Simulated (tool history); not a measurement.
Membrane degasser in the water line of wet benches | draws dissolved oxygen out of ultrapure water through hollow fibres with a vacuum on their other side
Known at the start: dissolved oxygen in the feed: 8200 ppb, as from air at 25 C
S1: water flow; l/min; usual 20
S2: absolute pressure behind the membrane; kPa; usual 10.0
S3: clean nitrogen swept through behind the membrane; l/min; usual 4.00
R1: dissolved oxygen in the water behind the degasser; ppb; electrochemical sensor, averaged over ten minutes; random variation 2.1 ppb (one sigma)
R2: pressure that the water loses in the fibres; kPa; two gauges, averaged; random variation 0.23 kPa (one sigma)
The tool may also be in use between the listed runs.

{"run": 1, "hour": 0.0, "S1": 20, "S2": 10.0, "S3": 4.0, "R1": 215.2, "R2": 56.37}
{"hour": 5.2, "done": "vacuum gauge calibrated"}
{"run": 2, "hour": 39.7, "S1": 20, "S2": 10.0, "S3": 4.0, "R1": 221.9, "R2": 57.12}
{"run": 3, "hour": 68.6, "S1": 20, "S2": 10.0, "S3": 4.0, "R1": 214.9, "R2": 57.06}
{"run": 4, "hour": 101.1, "S1": 20, "S2": 10.0, "S3": 4.0, "R1": 210.7, "R2": 57.3}
{"run": 5, "hour": 121.5, "S1": 20, "S2": 10.0, "S3": 4.0, "R1": 217.6, "R2": 57.13}
{"run": 6, "hour": 152.5, "S1": 20, "S2": 7.6, "S3": 4.0, "R1": 183.4, "R2": 57.13}
{"hour": 187.6, "done": "vacuum gauge calibrated, once more"}
{"run": 7, "hour": 200.2, "S1": 20, "S2": 7.6, "S3": 4.0, "R1": 186.4, "R2": 57.11}
{"run": 8, "hour": 250.4, "S1": 20, "S2": 7.6, "S3": 4.0, "R1": 186.2, "R2": 57.45}
{"run": 9, "hour": 279.3, "S1": 20, "S2": 7.6, "S3": 4.0, "R1": 185.5, "R2": 56.69}
{"run": 10, "hour": 328.0, "S1": 20, "S2": 7.6, "S3": 4.0, "R1": 188.0, "R2": 56.97}
{"run": 11, "hour": 368.7, "S1": 20, "S2": 10.0, "S3": 5.32, "R1": 196.3, "R2": 57.11}
{"run": 12, "hour": 404.8, "S1": 20, "S2": 6.7, "S3": 4.0, "R1": 171.8, "R2": 57.32}
{"run": 13, "hour": 454.5, "S1": 20, "S2": 6.7, "S3": 4.0, "R1": 177.7, "R2": 57.81}
{"run": 14, "hour": 483.0, "S1": 15, "S2": 10.0, "S3": 4.0, "R1": 138.5, "R2": 42.74}
{"run": 15, "hour": 514.8, "S1": 20, "S2": 10.0, "S3": 2.3, "R1": 267.6, "R2": 57.43}
{"run": 16, "hour": 541.1, "S1": 20, "S2": 10.0, "S3": 4.0, "R1": 214.5, "R2": 57.3}
{"run": 17, "hour": 574.1, "S1": 27, "S2": 12.4, "S3": 6.15, "R1": 320.4, "R2": 77.9}
{"run": 18, "hour": 618.1, "S1": 17, "S2": 10.3, "S3": 4.99, "R1": 157.2, "R2": 48.61}
{"run": 19, "hour": 663.4, "S1": 19, "S2": 7.7, "S3": 4.99, "R1": 164.8, "R2": 54.26}
{"run": 20, "hour": 686.2, "S1": 19, "S2": 7.7, "S3": 4.99, "R1": 160.5, "R2": 54.17}
{"run": 21, "hour": 727.2, "S1": 22, "S2": 20.9, "S3": 7.88, "R1": 275.5, "R2": 63.16}
{"run": 22, "hour": 751.9, "S1": 26, "S2": 7.4, "S3": 3.02, "R1": 295.7, "R2": 74.22}
{"run": 23, "hour": 783.0, "S1": 12, "S2": 7.4, "S3": 4.53, "R1": 75.5, "R2": 34.46}
{"run": 24, "hour": 818.3, "S1": 18, "S2": 18.1, "S3": 3.53, "R1": 288.1, "R2": 51.51}
{"run": 25, "hour": 867.8, "S1": 18, "S2": 18.1, "S3": 3.53, "R1": 291.7, "R2": 51.62}
{"run": 26, "hour": 888.6, "S1": 18, "S2": 18.1, "S3": 3.53, "R1": 288.7, "R2": 51.2}
{"run": 27, "hour": 926.3, "S1": 18, "S2": 18.1, "S3": 3.53, "R1": 288.4, "R2": 51.7}
{"run": 28, "hour": 955.3, "S1": 18, "S2": 11.0, "S3": 4.48, "R1": 183.8, "R2": 51.74}
{"run": 29, "hour": 1004.0, "S1": 30, "S2": 8.0, "S3": 5.25, "R1": 332.6, "R2": 86.16}
{"run": 30, "hour": 1028.8, "S1": 15, "S2": 17.6, "S3": 6.1, "R1": 162.2, "R2": 43.26}
{"run": 31, "hour": 1076.2, "S1": 20, "S2": 6.7, "S3": 1.61, "R1": 233.6, "R2": 57.33}
{"run": 32, "hour": 1116.6, "S1": 15, "S2": 6.0, "S3": 4.0, "R1": 103.8, "R2": 42.75}

The same runs without the tool's hidden state, with the same run-to-run variation:
The hidden state here: membrane still open, %; true pressure behind the membrane over the reading, kPa; air that leaks in behind the membrane, l/min; drift of the gauge itself on oxygen_ppb, %; drift of the gauge itself on loss_of_pressure_kpa, %.
run=1 R1=210.4 R2=56.05
run=2 R1=216.1 R2=56.79
run=3 R1=209.3 R2=56.72
run=4 R1=205.0 R2=56.94
run=5 R1=211.7 R2=56.78
run=6 R1=177.7 R2=56.76
run=7 R1=182.2 R2=56.73
run=8 R1=181.7 R2=57.05
run=9 R1=180.9 R2=56.28
run=10 R1=183.2 R2=56.54
run=11 R1=191.4 R2=56.67
run=12 R1=166.9 R2=56.87
run=13 R1=172.5 R2=57.34
run=14 R1=134.7 R2=42.38
run=15 R1=261.6 R2=56.94
run=16 R1=208.8 R2=56.80
run=17 R1=312.5 R2=77.21
run=18 R1=152.5 R2=48.16
run=19 R1=159.3 R2=53.75
run=20 R1=155.0 R2=53.65
run=21 R1=268.4 R2=62.54
run=22 R1=287.0 R2=73.48
run=23 R1=72.5 R2=34.12
run=24 R1=281.3 R2=50.98
run=25 R1=284.6 R2=51.08
run=26 R1=281.6 R2=50.65
run=27 R1=281.2 R2=51.14
run=28 R1=177.5 R2=51.17
run=29 R1=321.5 R2=85.18
run=30 R1=156.8 R2=42.76
run=31 R1=225.3 R2=56.65
run=32 R1=98.7 R2=42.23

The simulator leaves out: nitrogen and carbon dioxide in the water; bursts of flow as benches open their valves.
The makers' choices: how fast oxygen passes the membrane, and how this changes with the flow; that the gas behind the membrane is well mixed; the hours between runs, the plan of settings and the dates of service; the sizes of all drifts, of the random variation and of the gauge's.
